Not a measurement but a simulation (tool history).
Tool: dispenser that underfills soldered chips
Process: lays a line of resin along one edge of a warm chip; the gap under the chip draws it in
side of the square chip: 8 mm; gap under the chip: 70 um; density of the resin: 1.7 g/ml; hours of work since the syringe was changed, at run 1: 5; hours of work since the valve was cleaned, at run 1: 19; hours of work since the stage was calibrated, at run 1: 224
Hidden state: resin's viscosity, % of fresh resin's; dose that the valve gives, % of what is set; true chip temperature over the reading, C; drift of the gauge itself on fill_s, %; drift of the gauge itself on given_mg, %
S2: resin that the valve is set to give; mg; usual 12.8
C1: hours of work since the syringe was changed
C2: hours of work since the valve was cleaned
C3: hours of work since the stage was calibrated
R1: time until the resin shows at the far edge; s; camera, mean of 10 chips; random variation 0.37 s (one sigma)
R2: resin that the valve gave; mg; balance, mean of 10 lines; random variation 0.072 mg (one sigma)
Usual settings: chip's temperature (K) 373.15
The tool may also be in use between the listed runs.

run 1 hour=0.0 | chip's_temperature_(K)=373.15 S2=12.8 | C1=5 C2=19 C3=224 | R1=24.9 R2=12.57
run 2 hour=5.7 | chip's_temperature_(K)=373.15 S2=12.8 | C1=9 C2=23 C3=228 | R1=28.6 R2=12.49
-- hour=6.5 new syringe of resin
run 3 hour=13.9 | chip's_temperature_(K)=363.15 S2=12.8 | C1=5 C2=29 C3=233 | R1=34.4 R2=12.52
-- hour=20.1 new syringe of resin
run 4 hour=21.7 | chip's_temperature_(K)=363.15 S2=12.8 | C1=1 C2=34 C3=239 | R1=29.2 R2=12.27
run 5 hour=26.8 | chip's_temperature_(K)=373.15 S2=12.8 | C1=5 C2=38 C3=243 | R1=24.4 R2=12.30
run 6 hour=31.6 | chip's_temperature_(K)=373.15 S2=12.8 | C1=8 C2=42 C3=246 | R1=28.3 R2=12.37
-- hour=33.9 new syringe of resin
run 7 hour=39.8 | chip's_temperature_(K)=373.15 S2=12.8 | C1=4 C2=47 C3=252 | R1=24.5 R2=12.26
run 8 hour=44.4 | chip's_temperature_(K)=373.15 S2=11.6 | C1=8 C2=51 C3=255 | R1=27.7 R2=11.00
-- hour=47.6 new syringe of resin
run 9 hour=50.8 | chip's_temperature_(K)=373.15 S2=11.6 | C1=2 C2=55 C3=259 | R1=23.0 R2=11.05
run 10 hour=57.5 | chip's_temperature_(K)=373.15 S2=11.6 | C1=7 C2=60 C3=264 | R1=26.7 R2=10.90
-- hour=60.9 new syringe of resin
run 11 hour=65.8 | chip's_temperature_(K)=373.15 S2=11.6 | C1=4 C2=66 C3=270 | R1=24.0 R2=10.89
run 12 hour=73.5 | chip's_temperature_(K)=373.15 S2=11.6 | C1=9 C2=71 C3=276 | R1=29.1 R2=10.80
-- hour=74.3 new syringe of resin
run 13 hour=80.3 | chip's_temperature_(K)=373.15 S2=11.6 | C1=4 C2=76 C3=280 | R1=25.2 R2=10.75
-- hour=83.7 dispensing valve cleaned and set on the balance
run 14 hour=84.6 | chip's_temperature_(K)=362.15 S2=12.8 | C1=7 C2=1 C3=283 | R1=37.6 R2=12.75
run 15 hour=87.9 | chip's_temperature_(K)=364.15 S2=12.8 | C1=9 C2=3 C3=285 | R1=38.0 R2=12.75
-- hour=88.7 new syringe of resin
run 16 hour=91.9 | chip's_temperature_(K)=364.15 S2=12.8 | C1=2 C2=6 C3=288 | R1=30.1 R2=12.80
run 17 hour=99.8 | chip's_temperature_(K)=373.15 S2=12.8 | C1=8 C2=11 C3=293 | R1=27.6 R2=12.58
-- hour=102.4 new syringe of resin
run 18 hour=104.6 | chip's_temperature_(K)=373.15 S2=12.8 | C1=2 C2=15 C3=297 | R1=21.5 R2=12.52
run 19 hour=110.4 | chip's_temperature_(K)=373.15 S2=11.8 | C1=6 C2=19 C3=301 | R1=25.2 R2=11.57
-- hour=115.8 new syringe of resin
run 20 hour=115.8 | chip's_temperature_(K)=373.15 S2=12.1 | C1=0 C2=22 C3=304 | R1=20.3 R2=11.93
run 21 hour=119.6 | chip's_temperature_(K)=368.15 S2=12.2 | C1=3 C2=25 C3=307 | R1=26.9 R2=11.95
run 22 hour=123.0 | chip's_temperature_(K)=376.15 S2=15.4 | C1=5 C2=28 C3=310 | R1=22.4 R2=15.01
-- hour=129.6 new syringe of resin
run 23 hour=130.1 | chip's_temperature_(K)=376.15 S2=15.4 | C1=0 C2=33 C3=314 | R1=18.4 R2=15.02
run 24 hour=136.8 | chip's_temperature_(K)=376.15 S2=15.4 | C1=5 C2=37 C3=319 | R1=22.4 R2=15.01
-- hour=143.0 new syringe of resin
run 25 hour=143.6 | chip's_temperature_(K)=369.15 S2=15.7 | C1=0 C2=42 C3=324 | R1=23.9 R2=15.20
run 26 hour=147.8 | chip's_temperature_(K)=364.15 S2=13.0 | C1=3 C2=45 C3=327 | R1=30.9 R2=12.47
run 27 hour=153.2 | chip's_temperature_(K)=364.15 S2=14.6 | C1=7 C2=49 C3=331 | R1=35.2 R2=13.73
-- hour=156.9 new syringe of resin
run 28 hour=158.4 | chip's_temperature_(K)=379.15 S2=13.5 | C1=1 C2=52 C3=334 | R1=17.8 R2=12.72
run 29 hour=162.5 | chip's_temperature_(K)=373.15 S2=16.6 | C1=4 C2=55 C3=337 | R1=22.8 R2=15.75
-- hour=165.5 stage's temperature calibrated
run 30 hour=170.3 | chip's_temperature_(K)=376.15 S2=13.5 | C1=9 C2=60 C3=4 | R1=26.7 R2=12.63
-- hour=171.7 new syringe of resin
run 31 hour=175.8 | chip's_temperature_(K)=370.15 S2=13.4 | C1=3 C2=64 C3=7 | R1=26.8 R2=12.62
run 32 hour=183.0 | chip's_temperature_(K)=387.15 S2=16.1 | C1=8 C2=69 C3=12 | R1=19.3 R2=15.14
-- hour=185.4 new syringe of resin
run 33 hour=190.6 | chip's_temperature_(K)=387.15 S2=16.1 | C1=4 C2=74 C3=18 | R1=16.5 R2=14.89
-- hour=195.6 dispensing valve cleaned and set on the balance
-- hour=199.8 new syringe of resin
run 34 hour=199.9 | chip's_temperature_(K)=381.15 S2=12.4 | C1=0 C2=3 C3=23 | R1=17.3 R2=12.30
run 35 hour=205.6 | chip's_temperature_(K)=375.15 S2=12.6 | C1=4 C2=7 C3=28 | R1=24.0 R2=12.51

Forecast each of these 5 alternatives for the next run:
run A hour=209.9 | chip's_temperature_(K)=386.15 S2=12.8 | C1=7 C2=10 C3=31 | R1=? R2=?
run B hour=209.9 | chip's_temperature_(K)=369.15 S2=12.8 | C1=7 C2=10 C3=31 | R1=? R2=?
run C hour=209.9 | chip's_temperature_(K)=370.15 S2=16.2 | C1=7 C2=10 C3=31 | R1=? R2=?
run D hour=209.9 | chip's_temperature_(K)=387.15 S2=12.6 | C1=7 C2=10 C3=31 | R1=? R2=?
run E hour=209.9 | chip's_temperature_(K)=384.15 S2=13.6 | C1=7 C2=10 C3=31 | R1=? R2=?

run=A R1=20.0 R2=12.53
run=B R1=31.9 R2=12.62
run=C R1=30.7 R2=16.01
run=D R1=18.8 R2=12.48
run=E R1=20.3 R2=13.31
Without the tool's hidden state the same runs would have given:
run=A R1=15.5 R2=12.65
run=B R1=24.6 R2=12.74
run=C R1=23.8 R2=16.17
run=D R1=14.5 R2=12.60
run=E R1=15.7 R2=13.44

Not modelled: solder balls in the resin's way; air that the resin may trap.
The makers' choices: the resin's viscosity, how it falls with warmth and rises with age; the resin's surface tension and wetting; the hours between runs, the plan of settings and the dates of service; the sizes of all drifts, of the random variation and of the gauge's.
